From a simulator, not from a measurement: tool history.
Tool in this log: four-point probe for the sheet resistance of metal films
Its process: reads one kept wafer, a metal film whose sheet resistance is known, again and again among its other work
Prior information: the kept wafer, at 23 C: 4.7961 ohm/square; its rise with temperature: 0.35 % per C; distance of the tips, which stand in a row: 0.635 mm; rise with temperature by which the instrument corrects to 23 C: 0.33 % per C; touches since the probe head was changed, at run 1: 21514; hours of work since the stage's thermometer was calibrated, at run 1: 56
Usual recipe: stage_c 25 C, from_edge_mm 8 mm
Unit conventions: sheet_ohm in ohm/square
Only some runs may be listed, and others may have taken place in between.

run,day,stage_c,from_edge_mm,touches since the probe head was changed,hours of work since the stage's thermometer was calibrated,sheet_ohm
1,0.000,25,8,21514,56,4.816016
2,2.221,25,16,22580,81,4.802944
3,3.454,25,55,23171,95,4.798196
4,5.654,34,8,24225,120,4.828526
5,7.979,34,8,25340,146,4.827944
6,9.442,25,8,26042,163,4.815248
7,10.496,25,6,26547,175,4.827222
8,11.992,18,8,27266,192,4.806079
9,13.438,25,8,27959,208,4.814281
10,15.042,25,8,28728,226,4.812791
11,16.458,25,8,29407,242,4.812782
12,18.042,25,8,30165,260,4.814002
13,19.579,25,8,30903,277,4.815781
14,21.871,25,8,32003,303,4.813966
15,23.104,25,8,32594,317,4.815612
16,25.071,25,8,33537,339,4.815447
17,27.238,25,13,34576,364,4.802681
18,29.396,25,13,35611,388,4.805297
19,31.717,33,50,36724,414,4.808996
20,33.708,25,68,37678,437,4.800684
21,34.704,29,6,38155,448,4.832206

Forecast run 22:
22,36.892,25,26,39206,473,?

sheet_ohm: 4.800724 ohm/square
The same run, on a tool lacking any hidden state, would have yielded sheet_ohm 4.800788 ohm/square.

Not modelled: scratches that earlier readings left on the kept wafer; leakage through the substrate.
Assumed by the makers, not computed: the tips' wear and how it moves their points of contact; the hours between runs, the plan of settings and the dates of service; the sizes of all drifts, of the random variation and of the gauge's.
